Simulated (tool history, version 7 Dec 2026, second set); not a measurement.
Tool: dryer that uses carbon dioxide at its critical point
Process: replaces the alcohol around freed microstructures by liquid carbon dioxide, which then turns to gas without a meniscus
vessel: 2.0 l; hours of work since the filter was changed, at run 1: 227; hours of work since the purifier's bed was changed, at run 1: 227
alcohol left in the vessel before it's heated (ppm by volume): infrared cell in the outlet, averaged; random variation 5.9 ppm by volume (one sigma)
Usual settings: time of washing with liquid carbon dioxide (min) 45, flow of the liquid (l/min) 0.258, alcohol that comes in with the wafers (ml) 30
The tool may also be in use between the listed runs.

| run | hour | time of washing with liquid carbon dioxide (min) | flow of the liquid (l/min) | alcohol that comes in with the wafers (ml) | hours of work since the filter was changed | hours of work since the purifier's bed was changed | alcohol left in the vessel before it's heated (ppm by volume) |
|---|---|---|---|---|---|---|---|
| 1 | 0 | 45 | 0.258 | 30 | 227 | 227 | 532 |
|  | 6.6 | inlet filter changed |
| 2 | 36.9 | 45 | 0.258 | 49 | 18 | 248 | 436 |
| 3 | 85 | 45 | 0.258 | 28 | 46 | 276 | 314 |
| 4 | 146.3 | 45 | 0.258 | 28 | 82 | 312 | 366 |
| 5 | 178.5 | 45 | 0.258 | 30 | 101 | 331 | 401 |
| 6 | 210.7 | 45 | 0.258 | 30 | 120 | 350 | 419 |
| 7 | 276.5 | 45 | 0.258 | 30 | 159 | 389 | 482 |
| 8 | 306.8 | 45 | 0.258 | 66 | 177 | 407 | 955 |
| 9 | 346.6 | 45 | 0.258 | 66 | 200 | 431 | 987 |
| 10 | 388.1 | 45 | 0.258 | 66 | 225 | 455 | 1077 |
|  | 398.9 | inlet filter changed |
| 11 | 424 | 45 | 0.175 | 30 | 15 | 476 | 980 |
| 12 | 461.4 | 45 | 0.175 | 58 | 37 | 498 | 1831 |
| 13 | 514.2 | 35 | 0.258 | 30 | 68 | 529 | 815 |
| 14 | 550 | 45 | 0.174 | 30 | 89 | 550 | 1134 |
| 15 | 599.3 | 45 | 0.174 | 30 | 118 | 579 | 1235 |
|  | 640.4 | purifier's bed changed |
| 16 | 657.8 | 45 | 0.174 | 30 | 151 | 10 | 1131 |
| 17 | 719.5 | 45 | 0.319 | 30 | 187 | 47 | 187 |
| 18 | 785.7 | 45 | 0.433 | 30 | 226 | 86 | 72 |
|  | 791.8 | inlet filter changed |
| 19 | 846.9 | 45 | 0.433 | 30 | 32 | 121 | 59 |
| 20 | 894.5 | 45 | 0.433 | 30 | 61 | 149 | 84 |
| 21 | 962 | 45 | 0.433 | 30 | 100 | 189 | 105 |
| 22 | 1032.3 | 45 | 0.433 | 30 | 142 | 230 | 120 |
| 23 | 1101.7 | 45 | 0.433 | 30 | 183 | 271 | 136 |
| 24 | 1134 | 45 | 0.433 | 30 | 202 | 290 | 164 |
| 25 | 1172.5 | 45 | 0.362 | 30 | 224 | 313 | 238 |
|  | 1181.7 | inlet filter changed |
| 26 | 1223.8 | 56 | 0.192 | 23 | 25 | 343 | 359 |
| 27 | 1254.6 | 45 | 0.38 | 30 | 43 | 361 | 182 |
| 28 | 1311.7 | 45 | 0.258 | 103 | 77 | 395 | 1035 |
| 29 | 1375.8 | 39 | 0.256 | 47 | 114 | 432 | 964 |
| 30 | 1439.7 | 45 | 0.258 | 21 | 152 | 470 | 411 |
| 31 | 1469.1 | 41 | 0.186 | 38 | 169 | 487 | 1772 |
| 32 | 1498.1 | 41 | 0.309 | 38 | 187 | 505 | 535 |
| 33 | 1547.8 | 32 | 0.353 | 93 | 216 | 534 | 1704 |
|  | 1572.7 | inlet filter changed |
| 34 | 1584.2 | 32 | 0.353 | 100 | 7 | 555 | 1051 |
| 35 | 1647 | 32 | 0.353 | 32 | 44 | 592 | 524 |
|  | 1665.7 | purifier's bed changed |
| 36 | 1714.1 | 45 | 0.398 | 25 | 82 | 29 | 46 |
| 37 | 1771.7 | 35 | 0.258 | 30 | 116 | 63 | 749 |
| 38 | 1817.4 | 54 | 0.175 | 42 | 143 | 89 | 933 |
| 39 | 1850.5 | 65 | 0.291 | 33 | 162 | 109 | 79 |
| 40 | 1908.4 | 40 | 0.173 | 87 | 196 | 143 | 4706 |
| 41 | 1945.9 | 45 | 0.283 | 30 | 218 | 165 | 364 |
|  | 1964.9 | inlet filter changed |
| 42 | 1996.9 | 45 | 0.283 | 30 | 19 | 195 | 228 |
| 43 | 2052.2 | 34 | 0.155 | 64 | 52 | 227 | 4728 |
| 44 | 2121.3 | 30 | 0.19 | 92 | 92 | 268 | 6279 |
| 45 | 2192.3 | 30 | 0.426 | 21 | 134 | 310 | 278 |

4 ways to go on from here, each from the tool as it stands after run 45. What would each give?
| A | 2226.4 | 30 | 0.248 | 104 | 154 | 330 | ? |
| B | 2226.4 | 65 | 0.27 | 116 | 154 | 330 | ? |
| C | 2226.4 | 30 | 0.426 | 74 | 154 | 330 | ? |
| D | 2226.4 | 55 | 0.403 | 28 | 154 | 330 | ? |

| run | alcohol left in the vessel before it's heated (ppm by volume) |
|---|---|
| A | 4686 |
| B | 313 |
| C | 743 |
| D | 141 |
Without the tool's hidden state the same runs would have given:
| run | alcohol left in the vessel before it's heated (ppm by volume) |
|---|---|
| A | 3282 |
| B | 90 |
| C | 363 |
| D | 12 |
